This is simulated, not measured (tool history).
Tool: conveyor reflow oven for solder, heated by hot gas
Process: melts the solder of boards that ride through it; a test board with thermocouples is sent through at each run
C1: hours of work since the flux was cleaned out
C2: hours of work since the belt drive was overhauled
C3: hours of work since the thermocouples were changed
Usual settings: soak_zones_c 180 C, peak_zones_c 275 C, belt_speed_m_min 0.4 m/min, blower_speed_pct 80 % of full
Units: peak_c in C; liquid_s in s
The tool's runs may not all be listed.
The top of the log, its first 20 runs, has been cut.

run 21 hour=754.3 | soak_zones_c=180 peak_zones_c=287 belt_speed_m_min=0.4 blower_speed_pct=73 | C1=192 C2=752 C3=113 | peak_c=277 liquid_s=101.6
run 22 hour=795.1 | soak_zones_c=166 peak_zones_c=287 belt_speed_m_min=0.333 blower_speed_pct=73 | C1=223 C2=783 C3=144 | peak_c=280.1 liquid_s=117.9
-- hour=834.5 flux residue cleaned out of gas plates and filters
run 23 hour=846 | soak_zones_c=166 peak_zones_c=280 belt_speed_m_min=0.333 blower_speed_pct=59 | C1=9 C2=818 C3=179 | peak_c=272.3 liquid_s=113.4
run 24 hour=890.7 | soak_zones_c=166 peak_zones_c=280 belt_speed_m_min=0.333 blower_speed_pct=59 | C1=43 C2=852 C3=214 | peak_c=272.1 liquid_s=113.7
run 25 hour=931.6 | soak_zones_c=184 peak_zones_c=277 belt_speed_m_min=0.381 blower_speed_pct=52 | C1=74 C2=883 C3=245 | peak_c=265.9 liquid_s=103
run 26 hour=956.7 | soak_zones_c=184 peak_zones_c=277 belt_speed_m_min=0.381 blower_speed_pct=52 | C1=93 C2=903 C3=264 | peak_c=266.1 liquid_s=102.4
run 27 hour=980.2 | soak_zones_c=178 peak_zones_c=277 belt_speed_m_min=0.381 blower_speed_pct=52 | C1=111 C2=920 C3=282 | peak_c=265.7 liquid_s=99
run 28 hour=1001 | soak_zones_c=192 peak_zones_c=290 belt_speed_m_min=0.46 blower_speed_pct=67 | C1=127 C2=936 C3=298 | peak_c=277.6 liquid_s=93.9

Run 29 is up next; what results do you expect?
run 29 hour=1035.4 | soak_zones_c=187 peak_zones_c=269 belt_speed_m_min=0.4 blower_speed_pct=59 | C1=154 C2=963 C3=324 | peak_c=? liquid_s=?

peak_c: 259 C
liquid_s: 94.7 s
Minus the tool's unlogged condition, the same run would have read peak_c 258.6 C, liquid_s 92.6 s.
